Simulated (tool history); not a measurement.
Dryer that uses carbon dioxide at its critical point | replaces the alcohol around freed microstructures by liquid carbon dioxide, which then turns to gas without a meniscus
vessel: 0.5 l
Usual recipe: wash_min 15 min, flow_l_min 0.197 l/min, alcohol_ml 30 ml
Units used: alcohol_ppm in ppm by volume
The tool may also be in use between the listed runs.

run 1 hour=0 | wash_min=15 flow_l_min=0.197 alcohol_ml=30 | alcohol_ppm=749
run 2 hour=10.1 | wash_min=15 flow_l_min=0.197 alcohol_ml=30 | alcohol_ppm=721
run 3 hour=23.8 | wash_min=15 flow_l_min=0.197 alcohol_ml=30 | alcohol_ppm=770
run 4 hour=32.9 | wash_min=15 flow_l_min=0.319 alcohol_ml=30 | alcohol_ppm=72
run 5 hour=39.5 | wash_min=15 flow_l_min=0.319 alcohol_ml=30 | alcohol_ppm=71
run 6 hour=51.9 | wash_min=15 flow_l_min=0.319 alcohol_ml=30 | alcohol_ppm=77
run 7 hour=66.2 | wash_min=15 flow_l_min=0.319 alcohol_ml=30 | alcohol_ppm=77
run 8 hour=74.2 | wash_min=14 flow_l_min=0.263 alcohol_ml=37 | alcohol_ppm=353
run 9 hour=81 | wash_min=14 flow_l_min=0.263 alcohol_ml=37 | alcohol_ppm=356
-- hour=90.9 inlet filter changed
run 10 hour=95 | wash_min=14 flow_l_min=0.263 alcohol_ml=37 | alcohol_ppm=208
run 11 hour=104.9 | wash_min=15 flow_l_min=0.166 alcohol_ml=39 | alcohol_ppm=1300
run 12 hour=112.3 | wash_min=11 flow_l_min=0.182 alcohol_ml=98 | alcohol_ppm=7548
run 13 hour=126.9 | wash_min=11 flow_l_min=0.182 alcohol_ml=98 | alcohol_ppm=7596

Here are 3 independent what-if runs from the current tool condition. What would each one return?
run A hour=140.5 | wash_min=11 flow_l_min=0.182 alcohol_ml=98 | alcohol_ppm=?
run B hour=140.5 | wash_min=10 flow_l_min=0.207 alcohol_ml=109 | alcohol_ppm=?
run C hour=140.5 | wash_min=14 flow_l_min=0.202 alcohol_ml=21 | alcohol_ppm=?

run=A alcohol_ppm=7282
run=B alcohol_ppm=7667
run=C alcohol_ppm=446
Without the tool's hidden state the same runs would have given:
run=A alcohol_ppm=6963
run=B alcohol_ppm=7323
run=C alcohol_ppm=408
